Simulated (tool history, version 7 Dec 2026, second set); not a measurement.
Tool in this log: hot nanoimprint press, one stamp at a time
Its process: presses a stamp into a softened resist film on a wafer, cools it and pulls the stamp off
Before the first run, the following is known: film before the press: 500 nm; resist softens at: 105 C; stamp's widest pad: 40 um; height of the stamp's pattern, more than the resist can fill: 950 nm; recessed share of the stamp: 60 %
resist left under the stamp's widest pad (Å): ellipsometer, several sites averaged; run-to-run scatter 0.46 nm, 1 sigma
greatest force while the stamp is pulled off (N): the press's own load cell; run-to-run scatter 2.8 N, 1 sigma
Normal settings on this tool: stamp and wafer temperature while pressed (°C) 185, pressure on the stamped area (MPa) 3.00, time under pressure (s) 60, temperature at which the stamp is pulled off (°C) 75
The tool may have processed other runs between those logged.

| run | hour | stamp and wafer temperature while pressed (°C) | pressure on the stamped area (MPa) | time under pressure (s) | temperature at which the stamp is pulled off (°C) | resist left under the stamp's widest pad (Å) | greatest force while the stamp is pulled off (N) |
|---|---|---|---|---|---|---|---|
| 1 | 0.0 | 185 | 3.00 | 60 | 75 | 2977 | 135 |
| 2 | 40.7 | 185 | 3.00 | 60 | 75 | 2978 | 134 |
| 3 | 111.8 | 185 | 3.00 | 60 | 75 | 2967 | 137 |
|  | 151.3 | plate thermocouple calibrated |
| 4 | 161.2 | 185 | 3.00 | 60 | 75 | 2941 | 138 |
| 5 | 243.7 | 185 | 3.00 | 60 | 75 | 2930 | 155 |
| 6 | 277.7 | 189 | 3.00 | 60 | 75 | 2746 | 156 |
|  | 324.4 | plate thermocouple calibrated, once more |
| 7 | 326.3 | 189 | 3.00 | 60 | 75 | 2842 | 168 |
|  | 362.0 | stamp cleaned and given a new release coat |
| 8 | 371.3 | 188 | 3.00 | 60 | 75 | 2892 | 131 |
| 9 | 442.4 | 188 | 3.00 | 60 | 75 | 2886 | 136 |
| 10 | 489.7 | 185 | 3.00 | 60 | 75 | 3053 | 144 |
|  | 541.9 | press's hydraulic seals changed and the load cell set to zero |
| 11 | 552.5 | 185 | 3.00 | 60 | 74 | 2966 | 157 |
| 12 | 606.7 | 185 | 3.00 | 60 | 75 | 2973 | 153 |
| 13 | 677.2 | 185 | 3.00 | 60 | 75 | 2964 | 160 |
| 14 | 758.0 | 185 | 3.00 | 60 | 75 | 2957 | 171 |
|  | 784.1 | stamp cleaned and given a new release coat |
| 15 | 830.4 | 185 | 3.00 | 60 | 75 | 2961 | 131 |
| 16 | 912.9 | 185 | 3.00 | 42 | 75 | 3248 | 141 |
| 17 | 949.3 | 185 | 3.00 | 42 | 75 | 3251 | 144 |
| 18 | 1015.7 | 184 | 3.00 | 99 | 79 | 2595 | 131 |
| 19 | 1093.4 | 184 | 3.00 | 55 | 81 | 3075 | 130 |
|  | 1155.2 | plate thermocouple calibrated |
| 20 | 1168.8 | 189 | 3.00 | 68 | 81 | 2692 | 143 |
|  | 1201.8 | stamp cleaned and given a new release coat |
| 21 | 1252.3 | 177 | 2.27 | 68 | 81 | 3722 | 108 |
| 22 | 1315.7 | 177 | 2.27 | 68 | 81 | 3715 | 116 |
| 23 | 1369.4 | 188 | 1.98 | 60 | 75 | 3422 | 145 |
| 24 | 1427.0 | 180 | 2.34 | 61 | 62 | 3591 | 219 |
| 25 | 1487.8 | 195 | 3.54 | 97 | 68 | 1960 | 197 |
| 26 | 1562.1 | 186 | 3.54 | 51 | 64 | 2845 | 226 |
|  | 1612.1 | stamp cleaned and given a new release coat |
| 27 | 1625.6 | 177 | 3.74 | 52 | 82 | 3254 | 103 |
| 28 | 1689.7 | 177 | 3.74 | 52 | 82 | 3247 | 107 |
| 29 | 1723.7 | 177 | 3.74 | 52 | 82 | 3239 | 102 |

Forecast each of these 3 alternatives for the next run:
| A | 1779.9 | 177 | 3.67 | 52 | 82 | ? | ? |
| B | 1779.9 | 174 | 3.74 | 57 | 66 | ? | ? |
| C | 1779.9 | 177 | 2.47 | 52 | 82 | ? | ? |

| run | resist left under the stamp's widest pad (Å) | greatest force while the stamp is pulled off (N) |
|---|---|---|
| A | 3266 | 113 |
| B | 3339 | 185 |
| C | 3785 | 116 |
Without the tool's unlogged condition, the same runs would have read:
| run | resist left under the stamp's widest pad (Å) | greatest force while the stamp is pulled off (N) |
|---|---|---|
| A | 3264 | 103 |
| B | 3338 | 167 |
| C | 3799 | 106 |

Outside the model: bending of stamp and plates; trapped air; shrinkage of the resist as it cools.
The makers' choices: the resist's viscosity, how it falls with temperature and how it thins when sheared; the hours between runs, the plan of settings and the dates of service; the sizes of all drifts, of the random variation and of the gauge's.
